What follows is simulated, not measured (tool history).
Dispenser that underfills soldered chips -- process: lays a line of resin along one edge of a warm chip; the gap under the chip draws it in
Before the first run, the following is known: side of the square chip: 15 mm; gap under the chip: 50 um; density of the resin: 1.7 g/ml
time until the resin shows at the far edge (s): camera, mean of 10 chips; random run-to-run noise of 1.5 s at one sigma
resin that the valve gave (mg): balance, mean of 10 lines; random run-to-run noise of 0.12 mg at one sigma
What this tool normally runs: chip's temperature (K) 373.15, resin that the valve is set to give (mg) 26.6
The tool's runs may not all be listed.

run	day	chip's temperature (K)	resin that the valve is set to give (mg)	time until the resin shows at the far edge (s)	resin that the valve gave (mg)
1	0	373.15	26.6	206.5	25.83
2	0.225	373.15	26.6	262.2	25.86
# day 0.267: new syringe of resin
3	0.65	373.15	26.6	243.9	25.54
# day 0.771: new syringe of resin
4	1.142	373.15	26.6	240.4	25.6
# day 1.279: new syringe of resin
5	1.704	373.15	26.6	253.1	25.42
# day 1.796: new syringe of resin
6	2.158	373.15	26.6	234.1	25.24
# day 2.296: new syringe of resin
7	2.433	373.15	26.6	187.4	25.16
8	2.721	373.15	26.7	255.4	25.49
# day 2.812: new syringe of resin
9	3.208	373.15	26.7	245.9	25.27
# day 3.325: dispensing valve cleaned and set on the balance
# day 3.362: new syringe of resin
10	3.792	373.15	26.6	261.1	26.28
# day 3.892: new syringe of resin
11	4.075	373.15	26.6	196.5	26.18
# day 4.404: new syringe of resin
12	4.462	373.15	26.6	168.4	26.24
13	4.804	373.15	26.6	246.3	26.23
# day 4.942: new syringe of resin
14	5.242	373.15	26.6	217.4	25.92
# day 5.483: new syringe of resin
15	5.579	373.15	26.6	178.6	25.86
16	5.917	373.15	26.6	261	25.96
# day 5.979: new syringe of resin
17	6.458	373.15	34.3	263.8	32.92
# day 6.504: new syringe of resin
18	6.842	378.15	22.8	200.2	21.93
# day 7.029: new syringe of resin
19	7.254	378.15	22.8	182.7	21.88
# day 7.558: new syringe of resin
20	7.8	384.15	29.5	135.5	28.17
# day 8.067: new syringe of resin
21	8.092	373.15	24.2	168.9	23.17
22	8.429	375.15	25.4	220	24.22
# day 8.604: new syringe of resin
23	8.95	362.15	26.4	381.3	24.91
# day 9.1: new syringe of resin
24	9.508	385.15	31.9	156.5	29.96
# day 9.629: new syringe of resin
25	10.062	385.15	31.9	158.1	30.19
# day 10.15: new syringe of resin
# day 10.492: dispensing valve cleaned and set on the balance
26	10.571	385.15	31.9	147	31.77
# day 10.704: new syringe of resin
27	11.062	381.15	30.3	168.3	30.35
# day 11.225: new syringe of resin
28	11.3	381.15	30.3	120.2	30.05
29	11.621	366.15	26.2	332.3	25.89
# day 11.746: new syringe of resin
30	12.167	359.15	24.4	493.4	24.19
# day 12.267: new syringe of resin
31	12.717	387.15	23.8	162.2	23.54
# day 12.804: new syringe of resin
# day 13.225: stage's temperature calibrated
32	13.254	383.15	24.6	165	23.99
# day 13.35: new syringe of resin
33	13.671	388.15	23.8	126.6	23.45
# day 13.862: new syringe of resin
34	14.117	359.15	25.6	381.4	24.92

Measured less the same run without the tool's hidden state. The same run-to-run variation is in both; the gauge's scatter may not be:
What the log doesn't record here: resin's viscosity, % of fresh resin's; dose that the valve gives, % of what is set; true chip temperature over the reading, C; drift of the gauge itself on fill_s, %; drift of the gauge itself on given_mg, %.
run	time until the resin shows at the far edge (s)	resin that the valve gave (mg)
1	+55.6	-0.83
2	+113.3	-0.88
3	+94.2	-0.96
4	+90.1	-1.07
5	+102.6	-1.2
6	+85.2	-1.29
7	+35.5	-1.36
8	+105.2	-1.44
9	+96.1	-1.56
10	+109.2	-0.24
11	+43.9	-0.28
12	+16.4	-0.37
13	+93.7	-0.44
14	+68	-0.55
15	+27.2	-0.63
16	+109.3	-0.71
17	+115.1	-1.06
18	+70.6	-0.78
19	+52.7	-0.85
20	+40.1	-1.25
21	+15.6	-1.08
22	+82.4	-1.2
23	+142.9	-1.36
24	+64.2	-1.78
25	+65.6	-1.94
26	+58	+0.05
27	+61.4	-0.06
28	+15.9	-0.11
29	+131.7	-0.17
30	+209.4	-0.27
31	+73.4	-0.39
32	+61.9	-0.49
33	+39.8	-0.57
34	+99.6	-0.7
